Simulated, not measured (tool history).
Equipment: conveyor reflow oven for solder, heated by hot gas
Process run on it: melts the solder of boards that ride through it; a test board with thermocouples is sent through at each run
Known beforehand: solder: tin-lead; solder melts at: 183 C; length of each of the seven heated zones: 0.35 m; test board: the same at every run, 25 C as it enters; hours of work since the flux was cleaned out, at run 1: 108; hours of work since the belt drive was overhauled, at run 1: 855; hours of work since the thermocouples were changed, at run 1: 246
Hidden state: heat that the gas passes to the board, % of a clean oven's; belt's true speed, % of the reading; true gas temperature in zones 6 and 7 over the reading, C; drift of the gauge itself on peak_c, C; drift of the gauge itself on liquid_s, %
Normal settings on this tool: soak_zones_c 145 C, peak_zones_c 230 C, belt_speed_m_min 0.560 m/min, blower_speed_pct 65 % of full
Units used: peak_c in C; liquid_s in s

| run | hour | soak_zones_c | peak_zones_c | belt_speed_m_min | blower_speed_pct | hours of work since the flux was cleaned out | hours of work since the belt drive was overhauled | hours of work since the thermocouples were changed | peak_c | liquid_s |
|---|---|---|---|---|---|---|---|---|---|---|
| 1 | 0.0 | 145 | 230 | 0.560 | 65 | 108 | 855 | 246 | 213.3 | 56.3 |
| 2 | 46.6 | 145 | 230 | 0.560 | 65 | 139 | 886 | 277 | 213.2 | 56.0 |
| 3 | 79.7 | 154 | 230 | 0.560 | 65 | 161 | 908 | 299 | 214.9 | 61.8 |
| 4 | 130.0 | 154 | 230 | 0.560 | 65 | 195 | 941 | 333 | 214.7 | 61.6 |
|  | 147.1 | belt drive overhauled, speed set with a stopwatch |
| 5 | 165.5 | 145 | 230 | 0.560 | 65 | 216 | 12 | 353 | 212.4 | 53.4 |
| 6 | 212.2 | 145 | 230 | 0.560 | 65 | 247 | 43 | 384 | 212.4 | 53.5 |
| 7 | 249.8 | 145 | 230 | 0.560 | 65 | 272 | 68 | 409 | 211.8 | 53.5 |
| 8 | 277.6 | 145 | 244 | 0.629 | 65 | 290 | 87 | 428 | 218.6 | 52.5 |
| 9 | 330.6 | 145 | 244 | 0.629 | 65 | 325 | 122 | 463 | 218.9 | 52.2 |
|  | 339.6 | flux residue cleaned out of gas plates and filters |
| 10 | 368.9 | 137 | 244 | 0.629 | 86 | 19 | 144 | 485 | 221.0 | 51.8 |
| 11 | 437.3 | 137 | 244 | 0.629 | 86 | 65 | 189 | 531 | 220.7 | 51.2 |
|  | 491.7 | flux residue cleaned out of gas plates and filters, once more |
| 12 | 506.2 | 160 | 227 | 0.629 | 86 | 10 | 232 | 573 | 215.1 | 57.0 |
| 13 | 543.6 | 135 | 219 | 0.590 | 64 | 34 | 256 | 598 | 200.9 | 36.0 |
| 14 | 590.5 | 145 | 224 | 0.590 | 74 | 66 | 288 | 629 | 209.0 | 49.1 |

Results for each run, recomputed without the tool's hidden state and with each run's random variation untouched:
| run | peak_c | liquid_s |
|---|---|---|
| 1 | 212.8 | 54.8 |
| 2 | 212.9 | 54.6 |
| 3 | 214.6 | 60.4 |
| 4 | 214.6 | 60.2 |
| 5 | 213.2 | 54.5 |
| 6 | 213.2 | 54.6 |
| 7 | 212.8 | 54.7 |
| 8 | 220.1 | 53.7 |
| 9 | 220.6 | 53.5 |
| 10 | 224.2 | 54.0 |
| 11 | 224.2 | 53.6 |
| 12 | 213.9 | 55.9 |
| 13 | 199.7 | 34.3 |
| 14 | 208.0 | 47.9 |
